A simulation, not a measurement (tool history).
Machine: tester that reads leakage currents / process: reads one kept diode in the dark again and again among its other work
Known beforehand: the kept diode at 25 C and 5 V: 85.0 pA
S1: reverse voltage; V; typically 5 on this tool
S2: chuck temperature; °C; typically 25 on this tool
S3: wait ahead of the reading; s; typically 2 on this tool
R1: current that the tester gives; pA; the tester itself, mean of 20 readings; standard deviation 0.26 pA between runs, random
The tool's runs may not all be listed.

Run 1, hour 0: usual settings. Result: R1 103.04 pA.
Run 2, hour 22.3: usual settings. Result: R1 102.19 pA.
Run 3, hour 44.4: usual settings. Result: R1 103.34 pA.
Run 4, hour 73.3: usual settings. Result: R1 103.61 pA.
Run 5, hour 97.4: usual settings. Result: R1 103.91 pA.
Run 6, hour 113: usual settings but S3 4.95 s. Result: R1 103.38 pA.
Run 7, hour 143.2: usual settings but S3 4.95 s. Result: R1 104.18 pA.
Run 8, hour 160.6: usual settings but S3 4.95 s. Result: R1 104.14 pA.
At hour 172.6: chuck's temperature calibrated.
Run 9, hour 184.6: usual settings but S3 4.95 s. Result: R1 91.13 pA.
Run 10, hour 209.2: usual settings. Result: R1 91.69 pA.
Run 11, hour 239.8: usual settings. Result: R1 91.83 pA.
Run 12, hour 260.3: usual settings but S1 2.65 V. Result: R1 66.83 pA.
Run 13, hour 290.7: usual settings but S1 2.65 V. Result: R1 66.73 pA.
Run 14, hour 305.3: usual settings but S1 2.65 V. Result: R1 67.12 pA.
Run 15, hour 319.7: usual settings but S1 2.65 V. Result: R1 67.23 pA.
Run 16, hour 352: usual settings but S1 2.81 V. Result: R1 69.5 pA.
Run 17, hour 367.9: usual settings but S1 2.81 V. Result: R1 69.57 pA.
Run 18, hour 395.8: usual settings but S1 2.81 V. Result: R1 69.52 pA.
Run 19, hour 416.8: usual settings but S1 2.81 V. Result: R1 70.04 pA.
Run 20, hour 441.8: usual settings. Result: R1 93.86 pA.
Run 21, hour 461.1: usual settings. Result: R1 94.02 pA.
Run 22, hour 483.9: usual settings. Result: R1 93.94 pA.
Run 23, hour 503.9: usual settings but S1 1.21 V, S3 0.79 s. Result: R1 46.31 pA.
Run 24, hour 536.1: usual settings but S1 1.21 V, S3 0.79 s. Result: R1 46.44 pA.
Run 25, hour 550.6: usual settings but S1 1.21 V, S3 0.79 s. Result: R1 46.43 pA.
Run 26, hour 568: usual settings but S1 2.83 V, S3 0.42 s. Result: R1 71.11 pA.
Run 27, hour 594.2: usual settings but S1 17.77 V, S2 36 °C, S3 0.42 s. Result: R1 396.16 pA.
Run 28, hour 620.2: usual settings but S1 1.88 V, S3 0.37 s. Result: R1 58.19 pA.
Run 29, hour 648.4: usual settings but S1 1.88 V, S3 0.37 s. Result: R1 58.32 pA.
Run 30, hour 667.4: usual settings but S1 1.88 V, S3 0.37 s. Result: R1 58.93 pA.
Run 31, hour 694.6: usual settings but S1 13.28 V, S3 1.06 s. Result: R1 162.44 pA.
Run 32, hour 717.7: usual settings but S1 13.28 V, S2 40 °C, S3 2.04 s. Result: R1 451.74 pA.
Run 33, hour 732.7: usual settings but S1 13.28 V, S2 40 °C, S3 2.04 s. Result: R1 453.67 pA.
Run 34, hour 757.8: usual settings but S1 3.06 V, S2 55 °C, S3 9.94 s. Result: R1 598.21 pA.
Run 35, hour 785: usual settings but S1 3.06 V, S2 55 °C, S3 9.94 s. Result: R1 596.56 pA.
Run 36, hour 818.7: usual settings but S1 13.37 V, S2 28 °C, S3 0.45 s. Result: R1 203.73 pA.
Run 37, hour 851: usual settings but S1 1.32 V, S2 23 °C, S3 7.97 s. Result: R1 42.65 pA.
Run 38, hour 875: usual settings but S1 1.27 V, S2 40 °C, S3 0.4 s. Result: R1 144.48 pA.
Run 39, hour 900.1: usual settings but S1 10.25 V, S2 20 °C. Result: R1 103.01 pA.
Run 40, hour 925.8: usual settings but S1 10.25 V, S2 20 °C. Result: R1 103.3 pA.

Here are 3 independent what-if runs from the current tool condition. What would each one return?
Run A, hour 950.2: usual settings but S1 1.76 V, S2 20 °C. Result: R1 ?.
Run B, hour 950.2: usual settings but S1 10.25 V, S2 55 °C, S3 0.58 s. Result: R1 ?.
Run C, hour 950.2: usual settings but S1 1.38 V, S2 24 °C, S3 0.45 s. Result: R1 ?.

run       R1
  A    40.12
  B  1084.24
  C    47.76
Had the tool no hidden state, the same runs would have come out as:
run       R1
  A    34.87
  B  1015.14
  C    42.77
